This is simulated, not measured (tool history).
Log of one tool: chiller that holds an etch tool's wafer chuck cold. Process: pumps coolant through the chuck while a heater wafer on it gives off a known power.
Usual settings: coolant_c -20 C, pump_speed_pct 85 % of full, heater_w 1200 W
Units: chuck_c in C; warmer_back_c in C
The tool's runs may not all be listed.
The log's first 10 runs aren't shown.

| run | hour | coolant_c | pump_speed_pct | heater_w | hours since the coolant was changed and the channels were flushed | hours since the pump was overhauled | hours since the chiller's thermometer was calibrated | chuck_c | warmer_back_c |
|---|---|---|---|---|---|---|---|---|---|
| 11 | 444.4 | -20 | 85 | 1200 | 3532 | 1292 | 131 | -7.1 | 2.60 |
| 12 | 503.1 | -20 | 85 | 1200 | 3591 | 1351 | 190 | -7.0 | 2.59 |
| 13 | 551.5 | -20 | 85 | 1200 | 3639 | 1399 | 239 | -7.1 | 2.60 |
| 14 | 598.8 | -20 | 85 | 1200 | 3687 | 1447 | 286 | -7.0 | 2.58 |
| 15 | 639.5 | -20 | 85 | 1200 | 3727 | 1487 | 327 | -6.9 | 2.61 |
| 16 | 696.8 | -20 | 85 | 1200 | 3785 | 1544 | 384 | -6.9 | 2.59 |
| 17 | 730.2 | -21 | 85 | 1200 | 3818 | 1578 | 417 | -7.7 | 2.65 |
| 18 | 780.5 | -21 | 71 | 1200 | 3868 | 1628 | 468 | -6.1 | 3.12 |
| 19 | 833.2 | -21 | 71 | 1200 | 3921 | 1681 | 520 | -6.0 | 3.10 |
| 20 | 873.1 | -21 | 71 | 1200 | 3961 | 1721 | 560 | -5.9 | 3.13 |
| 21 | 931.5 | -21 | 69 | 781 | 4019 | 1779 | 619 | -11.0 | 2.14 |
| 22 | 958.5 | -27 | 76 | 1427 | 4046 | 1806 | 646 | -10.2 | 3.51 |
| 23 | 1006.2 | -15 | 64 | 1200 | 4094 | 1854 | 693 | 1.5 | 3.50 |
| 24 | 1062.9 | -12 | 62 | 765 | 4151 | 1911 | 750 | -1.2 | 2.31 |
| 25 | 1123.7 | -12 | 62 | 765 | 4211 | 1971 | 811 | -1.4 | 2.29 |
| 26 | 1187.5 | -15 | 65 | 1200 | 4275 | 2035 | 874 | 1.2 | 3.44 |
| 27 | 1232.8 | -15 | 65 | 1200 | 4321 | 2080 | 920 | 1.3 | 3.45 |
| 28 | 1289.1 | -30 | 85 | 1200 | 4377 | 2137 | 976 | -16.7 | 2.62 |
| 29 | 1317.7 | -20 | 65 | 1589 | 4405 | 2165 | 1005 | 1.6 | 4.53 |
| 30 | 1370.5 | -29 | 90 | 719 | 4458 | 2218 | 1058 | -21.4 | 1.49 |
| 31 | 1429.6 | -20 | 66 | 1200 | 4517 | 2277 | 1117 | -3.8 | 3.40 |

Forecast each of these 5 alternatives for the next run:
| A | 1458.8 | -27 | 66 | 1200 | 4547 | 2306 | 1146 | ? | ? |
| B | 1458.8 | -20 | 85 | 755 | 4547 | 2306 | 1146 | ? | ? |
| C | 1458.8 | -20 | 85 | 864 | 4547 | 2306 | 1146 | ? | ? |
| D | 1458.8 | -20 | 85 | 892 | 4547 | 2306 | 1146 | ? | ? |
| E | 1458.8 | -19 | 85 | 660 | 4547 | 2306 | 1146 | ? | ? |

| run | chuck_c | warmer_back_c |
|---|---|---|
| A | -10.9 | 3.39 |
| B | -11.7 | 1.69 |
| C | -10.3 | 1.89 |
| D | -10.1 | 1.99 |
| E | -11.8 | 1.45 |
Without the tool's hidden state the same runs would have given:
| run | chuck_c | warmer_back_c |
|---|---|---|
| A | -12.4 | 3.30 |
| B | -12.5 | 1.64 |
| C | -11.3 | 1.84 |
| D | -11.0 | 1.94 |
| E | -12.6 | 1.41 |
